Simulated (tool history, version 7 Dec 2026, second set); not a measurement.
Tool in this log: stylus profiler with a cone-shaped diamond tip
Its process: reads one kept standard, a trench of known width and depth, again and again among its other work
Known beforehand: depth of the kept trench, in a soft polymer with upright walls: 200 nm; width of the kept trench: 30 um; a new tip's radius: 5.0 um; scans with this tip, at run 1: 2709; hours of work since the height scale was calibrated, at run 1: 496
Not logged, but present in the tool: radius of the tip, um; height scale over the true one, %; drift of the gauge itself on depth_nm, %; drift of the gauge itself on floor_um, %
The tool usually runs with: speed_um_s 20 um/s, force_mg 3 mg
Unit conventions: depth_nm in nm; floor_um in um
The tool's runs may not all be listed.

| run | hour | speed_um_s | force_mg | scans with this tip | hours of work since the height scale was calibrated | depth_nm | floor_um |
|---|---|---|---|---|---|---|---|
| 1 | 0 | 20 | 3 | 2709 | 496 | 201.5 | 26.83 |
| 2 | 38.7 | 49 | 3 | 2827 | 518 | 201.44 | 26.68 |
| 3 | 88 | 49 | 3 | 2978 | 546 | 201.68 | 26.64 |
| 4 | 123.1 | 20 | 3 | 3085 | 565 | 201.47 | 26.83 |
| 5 | 176.8 | 20 | 3 | 3250 | 596 | 201.4 | 26.8 |
| 6 | 236.3 | 20 | 3 | 3432 | 629 | 201.47 | 26.75 |
| 7 | 270.3 | 20 | 3 | 3536 | 648 | 201.19 | 26.7 |
| 8 | 303 | 20 | 3 | 3636 | 666 | 201.32 | 26.81 |
| 9 | 337.5 | 38 | 3 | 3741 | 686 | 201.25 | 26.62 |
| 10 | 378.8 | 20 | 3 | 3868 | 709 | 201.21 | 26.75 |
| 11 | 407.8 | 20 | 3 | 3956 | 725 | 201.25 | 26.72 |
| 12 | 460.4 | 20 | 3 | 4117 | 755 | 201.31 | 26.64 |
| 13 | 491.9 | 20 | 1.05 | 4213 | 772 | 200.37 | 26.58 |
| 14 | 516.6 | 33 | 1.05 | 4289 | 786 | 200.16 | 26.55 |
| 15 | 575.7 | 20 | 3 | 4470 | 819 | 201.19 | 26.65 |
| 16 | 614.6 | 20 | 3 | 4589 | 841 | 201.27 | 26.68 |
| 17 | 649.8 | 20 | 4.23 | 4696 | 861 | 201.8 | 26.63 |
| 18 | 688.8 | 7 | 3 | 4816 | 883 | 201.11 | 26.71 |
| 19 | 720.7 | 20 | 3 | 4913 | 900 | 201.1 | 26.6 |
| 20 | 752.9 | 20 | 3 | 5012 | 919 | 201.2 | 26.58 |
| 21 | 812.8 | 20 | 3 | 5195 | 952 | 201.17 | 26.6 |
| 22 | 870.3 | 38 | 3 | 5371 | 984 | 201.02 | 26.46 |
| 23 | 915.5 | 20 | 3 | 5509 | 1010 | 201.06 | 26.54 |
| 24 | 974.9 | 6 | 3 | 5691 | 1043 | 200.87 | 26.54 |
| 25 | 1006.4 | 6 | 3 | 5787 | 1061 | 201.06 | 26.53 |
| 26 | 1038.7 | 33 | 2.86 | 5886 | 1079 | 200.84 | 26.45 |
| 27 | 1082.2 | 20 | 7.06 | 6019 | 1103 | 202.45 | 26.53 |
| 28 | 1137.2 | 20 | 7.06 | 6187 | 1134 | 202.37 | 26.57 |
| 29 | 1163.2 | 20 | 2.36 | 6267 | 1149 | 200.61 | 26.48 |
| 30 | 1215.3 | 20 | 8.65 | 6426 | 1178 | 203 | 26.52 |
| 31 | 1259.7 | 5 | 2.21 | 6562 | 1203 | 200.55 | 26.5 |
| 32 | 1318.9 | 20 | 2.19 | 6743 | 1236 | 200.47 | 26.43 |
| 33 | 1360.4 | 20 | 2.19 | 6870 | 1259 | 200.43 | 26.39 |
| 34 | 1407.5 | 17 | 2.69 | 7014 | 1285 | 200.62 | 26.44 |
| 35 | 1456.9 | 25 | 3.75 | 7165 | 1313 | 201.11 | 26.41 |
| 36 | 1481.8 | 7 | 1.43 | 7241 | 1327 | 200.35 | 26.39 |
| 37 | 1519.8 | 28 | 5.42 | 7358 | 1348 | 201.58 | 26.38 |
| 38 | 1577.6 | 28 | 5.42 | 7534 | 1381 | 201.61 | 26.37 |
| 39 | 1630.2 | 20 | 4.51 | 7695 | 1410 | 201.33 | 26.39 |
| 40 | 1657.8 | 49 | 1.98 | 7780 | 1426 | 200.26 | 26.11 |
| 41 | 1703.6 | 20 | 4.4 | 7920 | 1452 | 201.09 | 26.32 |
| 42 | 1740.8 | 20 | 4.4 | 8034 | 1472 | 201.28 | 26.3 |
| 43 | 1796.1 | 9 | 3 | 8203 | 1503 | 200.47 | 26.34 |
| 44 | 1854.3 | 9 | 3 | 8381 | 1536 | 200.51 | 26.3 |
| 45 | 1897.5 | 9 | 3 | 8513 | 1560 | 200.56 | 26.3 |
| 46 | 1951.6 | 9 | 3 | 8678 | 1590 | 200.5 | 26.3 |

4 ways to go on from here, each from the tool as it stands after run 46. What would each give?
| A | 1977 | 6 | 1.52 | 8756 | 1605 | ? | ? |
| B | 1977 | 36 | 3 | 8756 | 1605 | ? | ? |
| C | 1977 | 8 | 3 | 8756 | 1605 | ? | ? |
| D | 1977 | 17 | 1.05 | 8756 | 1605 | ? | ? |

| run | depth_nm | floor_um |
|---|---|---|
| A | 199.84 | 26.27 |
| B | 200.49 | 26.13 |
| C | 200.39 | 26.32 |
| D | 199.57 | 26.21 |
Had the tool no hidden state, the same runs would have come out as:
| run | depth_nm | floor_um |
|---|---|---|
| A | 201.31 | 27.13 |
| B | 201.96 | 26.99 |
| C | 201.86 | 27.18 |
| D | 201.04 | 27.07 |
